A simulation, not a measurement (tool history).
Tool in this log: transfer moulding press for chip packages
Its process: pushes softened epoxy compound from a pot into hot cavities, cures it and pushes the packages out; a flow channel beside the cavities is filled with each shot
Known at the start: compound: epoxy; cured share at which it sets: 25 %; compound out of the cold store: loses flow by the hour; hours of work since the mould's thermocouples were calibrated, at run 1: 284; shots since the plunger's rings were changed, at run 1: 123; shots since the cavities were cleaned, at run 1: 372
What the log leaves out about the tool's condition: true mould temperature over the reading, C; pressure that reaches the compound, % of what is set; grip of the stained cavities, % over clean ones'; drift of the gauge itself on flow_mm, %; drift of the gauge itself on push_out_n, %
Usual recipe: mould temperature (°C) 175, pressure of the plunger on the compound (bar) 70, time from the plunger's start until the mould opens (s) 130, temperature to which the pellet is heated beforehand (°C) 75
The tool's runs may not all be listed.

run	hour	mould temperature (°C)	pressure of the plunger on the compound (bar)	time from the plunger's start until the mould opens (s)	temperature to which the pellet is heated beforehand (°C)	hours of work since the mould's thermocouples were calibrated	shots since the plunger's rings were changed	shots since the cavities were cleaned	incoming compound's hours out of the cold store	length that the compound runs in the flow channel (mm)	greatest force on the pins that push the packages out (N)
1	0	175	70	130	75	284	123	372	43.4	720	541
# hour 20.8: cavities cleaned with cleaning compound and waxed
2	26.7	175	70	130	77	297	301	41	12.3	890	455
3	50.4	175	70	130	75	310	470	210	9.7	910	524
4	73	175	70	130	75	321	630	370	23.1	823	580
5	90.2	175	70	130	75	330	752	492	41.5	727	556
# hour 93.8: cavities cleaned with cleaning compound and waxed
6	111.2	181	70	130	75	340	891	124	8.3	905	394
7	127.7	175	70	130	75	349	1008	241	29.9	784	515
8	154.3	175	70	130	75	363	1196	429	33	760	556
# hour 165.8: cavities cleaned with cleaning compound and waxed
9	175	175	70	130	75	373	1333	66	36.9	741	432
10	203.5	175	70	130	75	388	1535	268	36.1	746	509
11	218.4	173	70	130	75	395	1641	374	38	738	587
# hour 238.6: cavities cleaned with cleaning compound and waxed
12	241	175	70	119	75	406	1790	16	20.4	828	513
13	255.8	175	70	130	75	414	1896	122	15.2	860	485
14	282.8	175	70	130	75	428	2088	314	19.4	831	544
15	297	175	80.7	130	75	435	2189	415	46.7	730	543
16	308.7	169	80.7	120	75	441	2271	497	35.5	809	1019
# hour 312.4: cavities cleaned with cleaning compound and waxed
17	334.1	177	80.7	120	84	454	2441	154	33.6	801	474
# hour 352.9: mould's thermocouples calibrated
18	356.1	177	80.7	120	81	2	2583	296	40.9	755	534
19	376.8	177	80.7	152	85	12	2730	443	32.9	794	443
# hour 386.9: cavities cleaned with cleaning compound and waxed
20	407	177	80.7	152	85	27	2933	142	27.4	829	385
21	419.9	177	57.5	157	76	34	3025	234	44.4	619	417
22	432.2	175	65.6	130	75	40	3113	322	10.6	843	555
# hour 456.4: plunger's sealing rings changed
23	457.8	175	63.1	157	83	52	9	485	33.4	734	454
# hour 463.1: cavities cleaned with cleaning compound and waxed
24	486.5	173	63.1	141	67	67	202	166	46.1	675	467
25	501.2	174	53.1	120	75	74	307	271	22.3	730	665
26	527.5	174	53.1	120	75	88	494	458	35.6	661	673
# hour 535.6: cavities cleaned with cleaning compound and waxed
27	556.8	174	53.1	120	75	102	691	151	21.4	725	603
28	579.6	174	66	120	72	114	853	313	15.6	843	697

4 ways to go on from here, each from the tool as it stands after run 28. What would each give?
A	592.3	175	66.2	154	75	121	943	403	47.6	?	?
B	592.3	176	59.9	130	72	121	943	403	29.3	?	?
C	592.3	178	66	120	72	121	943	403	40.9	?	?
D	592.3	174	66	126	72	121	943	403	19.9	?	?

run	length that the compound runs in the flow channel (mm)	greatest force on the pins that push the packages out (N)
A	671	462
B	724	539
C	694	545
D	823	632
What these runs would have given with no unlogged condition in the tool:
run	length that the compound runs in the flow channel (mm)	greatest force on the pins that push the packages out (N)
A	682	330
B	735	384
C	705	392
D	836	451
